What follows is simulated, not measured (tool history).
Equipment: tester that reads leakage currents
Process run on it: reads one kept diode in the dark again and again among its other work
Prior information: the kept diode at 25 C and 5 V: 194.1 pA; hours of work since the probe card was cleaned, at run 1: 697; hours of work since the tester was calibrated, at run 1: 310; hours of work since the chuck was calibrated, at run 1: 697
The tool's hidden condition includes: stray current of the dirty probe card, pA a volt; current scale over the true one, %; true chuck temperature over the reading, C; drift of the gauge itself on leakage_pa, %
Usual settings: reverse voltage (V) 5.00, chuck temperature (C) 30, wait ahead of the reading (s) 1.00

| run | hour | reverse voltage (V) | chuck temperature (C) | wait ahead of the reading (s) | hours of work since the probe card was cleaned | hours of work since the tester was calibrated | hours of work since the chuck was calibrated | current that the tester gives (pA) |
|---|---|---|---|---|---|---|---|---|
| 1 | 0.0 | 5.00 | 30 | 1.00 | 697 | 310 | 697 | 294.26 |
| 2 | 93.4 | 5.00 | 30 | 1.00 | 741 | 353 | 741 | 296.21 |
| 3 | 191.9 | 5.00 | 30 | 1.00 | 787 | 399 | 787 | 297.00 |
| 4 | 271.0 | 5.00 | 30 | 1.00 | 824 | 436 | 824 | 296.95 |
| 5 | 392.7 | 5.00 | 30 | 1.00 | 880 | 493 | 880 | 299.53 |
| 6 | 548.2 | 5.00 | 59 | 1.00 | 953 | 566 | 953 | 1886.19 |
| 7 | 620.1 | 5.00 | 59 | 1.00 | 986 | 599 | 986 | 1876.25 |
| 8 | 715.2 | 5.00 | 30 | 1.00 | 1031 | 644 | 1031 | 301.82 |
| 9 | 830.6 | 5.00 | 30 | 1.00 | 1085 | 697 | 1085 | 304.19 |
| 10 | 971.7 | 5.00 | 30 | 1.00 | 1150 | 763 | 1150 | 305.21 |
| 11 | 1117.3 | 4.52 | 30 | 1.00 | 1218 | 831 | 1218 | 290.30 |
|  | 1132.6 | probe card cleaned and baked |
| 12 | 1228.3 | 4.52 | 30 | 1.00 | 45 | 882 | 1269 | 295.36 |
| 13 | 1330.7 | 4.52 | 30 | 1.00 | 92 | 929 | 1317 | 294.58 |
| 14 | 1475.8 | 4.81 | 30 | 1.00 | 160 | 997 | 1384 | 305.10 |
|  | 1583.6 | probe card cleaned and baked, once more |
| 15 | 1590.3 | 5.00 | 26 | 2.85 | 3 | 1049 | 1436 | 230.59 |
| 16 | 1737.6 | 5.00 | 35 | 5.11 | 72 | 1118 | 1505 | 433.22 |
| 17 | 1814.5 | 5.00 | 35 | 5.11 | 108 | 1154 | 1541 | 433.52 |
| 18 | 1915.5 | 4.71 | 22 | 3.84 | 155 | 1201 | 1588 | 170.37 |
| 19 | 1998.6 | 4.71 | 22 | 3.84 | 194 | 1240 | 1627 | 170.62 |
| 20 | 2145.0 | 3.86 | 43 | 1.00 | 262 | 1308 | 1695 | 647.56 |
| 21 | 2207.6 | 3.86 | 43 | 1.00 | 291 | 1337 | 1724 | 647.42 |
| 22 | 2343.7 | 1.12 | 30 | 1.39 | 355 | 1401 | 1788 | 146.40 |
| 23 | 2448.5 | 19.88 | 23 | 0.40 | 404 | 1450 | 1837 | 406.53 |
| 24 | 2537.7 | 5.00 | 30 | 0.82 | 445 | 1491 | 1878 | 317.39 |
| 25 | 2657.7 | 4.74 | 30 | 1.07 | 501 | 1547 | 1934 | 309.70 |
| 26 | 2739.0 | 17.50 | 30 | 1.00 | 539 | 1585 | 1972 | 610.71 |

Forecast each of these 4 alternatives for the next run:
| A | 2864.7 | 17.50 | 30 | 3.92 | 598 | 1644 | 2031 | ? |
| B | 2864.7 | 5.46 | 27 | 1.00 | 598 | 1644 | 2031 | ? |
| C | 2864.7 | 17.50 | 36 | 1.00 | 598 | 1644 | 2031 | ? |
| D | 2864.7 | 18.21 | 60 | 2.33 | 598 | 1644 | 2031 | ? |

| run | current that the tester gives (pA) |
|---|---|
| A | 610.34 |
| B | 273.11 |
| C | 914.63 |
| D | 4048.89 |
Had the tool no hidden state, the same runs would have come out as:
| run | current that the tester gives (pA) |
|---|---|
| A | 527.78 |
| B | 236.40 |
| C | 798.93 |
| D | 3627.25 |
